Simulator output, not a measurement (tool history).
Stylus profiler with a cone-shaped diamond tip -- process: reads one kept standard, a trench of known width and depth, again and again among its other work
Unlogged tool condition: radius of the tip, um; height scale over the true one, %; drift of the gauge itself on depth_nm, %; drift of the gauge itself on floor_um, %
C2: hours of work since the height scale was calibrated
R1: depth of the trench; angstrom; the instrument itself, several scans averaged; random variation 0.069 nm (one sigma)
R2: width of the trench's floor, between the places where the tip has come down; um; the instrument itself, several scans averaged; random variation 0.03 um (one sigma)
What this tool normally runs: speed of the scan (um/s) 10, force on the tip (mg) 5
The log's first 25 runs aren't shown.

run 26 day=25.992 | speed_of_the_scan_(um/s)=2 force_on_the_tip_(mg)=5.01 | scans_with_this_tip=5749 C2=84 | R1=2020.4 R2=26.63
run 27 day=27.088 | speed_of_the_scan_(um/s)=2 force_on_the_tip_(mg)=7.39 | scans_with_this_tip=5926 C2=98 | R1=2027.7 R2=26.63
run 28 day=28.575 | speed_of_the_scan_(um/s)=2 force_on_the_tip_(mg)=7.39 | scans_with_this_tip=6166 C2=117 | R1=2026.9 R2=26.66
run 29 day=29.429 | speed_of_the_scan_(um/s)=17 force_on_the_tip_(mg)=12.31 | scans_with_this_tip=6303 C2=128 | R1=2039.2 R2=26.61
run 30 day=30.404 | speed_of_the_scan_(um/s)=17 force_on_the_tip_(mg)=12.31 | scans_with_this_tip=6460 C2=140 | R1=2039.3 R2=26.57
run 31 day=31.3 | speed_of_the_scan_(um/s)=34 force_on_the_tip_(mg)=9.1 | scans_with_this_tip=6604 C2=151 | R1=2032.9 R2=26.52
run 32 day=32.117 | speed_of_the_scan_(um/s)=34 force_on_the_tip_(mg)=9.1 | scans_with_this_tip=6736 C2=162 | R1=2032.8 R2=26.55
run 33 day=33.025 | speed_of_the_scan_(um/s)=11 force_on_the_tip_(mg)=7.69 | scans_with_this_tip=6882 C2=173 | R1=2030.2 R2=26.55
run 34 day=34.238 | speed_of_the_scan_(um/s)=11 force_on_the_tip_(mg)=7.69 | scans_with_this_tip=7077 C2=188 | R1=2028.2 R2=26.52
run 35 day=35.383 | speed_of_the_scan_(um/s)=11 force_on_the_tip_(mg)=7.69 | scans_with_this_tip=7262 C2=203 | R1=2029.9 R2=26.56
run 36 day=36.692 | speed_of_the_scan_(um/s)=32 force_on_the_tip_(mg)=1.72 | scans_with_this_tip=7473 C2=219 | R1=2012.7 R2=26.38
run 37 day=37.425 | speed_of_the_scan_(um/s)=11 force_on_the_tip_(mg)=2.38 | scans_with_this_tip=7591 C2=228 | R1=2014.7 R2=26.49
run 38 day=38.704 | speed_of_the_scan_(um/s)=11 force_on_the_tip_(mg)=2.38 | scans_with_this_tip=7797 C2=244 | R1=2013.7 R2=26.54
run 39 day=39.729 | speed_of_the_scan_(um/s)=11 force_on_the_tip_(mg)=2.38 | scans_with_this_tip=7962 C2=257 | R1=2014.8 R2=26.4
run 40 day=40.408 | speed_of_the_scan_(um/s)=7 force_on_the_tip_(mg)=2.41 | scans_with_this_tip=8071 C2=266 | R1=2014.9 R2=26.48
run 41 day=41.875 | speed_of_the_scan_(um/s)=7 force_on_the_tip_(mg)=2.41 | scans_with_this_tip=8308 C2=284 | R1=2016.2 R2=26.41
run 42 day=42.85 | speed_of_the_scan_(um/s)=7 force_on_the_tip_(mg)=2.41 | scans_with_this_tip=8464 C2=297 | R1=2015.6 R2=26.44
run 43 day=43.867 | speed_of_the_scan_(um/s)=3 force_on_the_tip_(mg)=2.41 | scans_with_this_tip=8628 C2=309 | R1=2015.4 R2=26.46
run 44 day=45.183 | speed_of_the_scan_(um/s)=13 force_on_the_tip_(mg)=5 | scans_with_this_tip=8841 C2=326 | R1=2023.7 R2=26.42
run 45 day=46.004 | speed_of_the_scan_(um/s)=13 force_on_the_tip_(mg)=5 | scans_with_this_tip=8973 C2=336 | R1=2024.4 R2=26.39
run 46 day=46.679 | speed_of_the_scan_(um/s)=13 force_on_the_tip_(mg)=5 | scans_with_this_tip=9081 C2=345 | R1=2023.7 R2=26.34

Alternative continuations, all from the tool just after run 46; predict every row:
run A day=47.408 | speed_of_the_scan_(um/s)=12 force_on_the_tip_(mg)=6.67 | scans_with_this_tip=9199 C2=354 | R1=? R2=?
run B day=47.408 | speed_of_the_scan_(um/s)=4 force_on_the_tip_(mg)=5.25 | scans_with_this_tip=9199 C2=354 | R1=? R2=?
run C day=47.408 | speed_of_the_scan_(um/s)=10 force_on_the_tip_(mg)=3.7 | scans_with_this_tip=9199 C2=354 | R1=? R2=?

run=A R1=2027.3 R2=26.38
run=B R1=2024.2 R2=26.38
run=C R1=2020.5 R2=26.38
What these runs would have given with no unlogged condition in the tool:
run=A R1=2024.3 R2=27.19
run=B R1=2021.2 R2=27.19
run=C R1=2017.5 R2=27.19
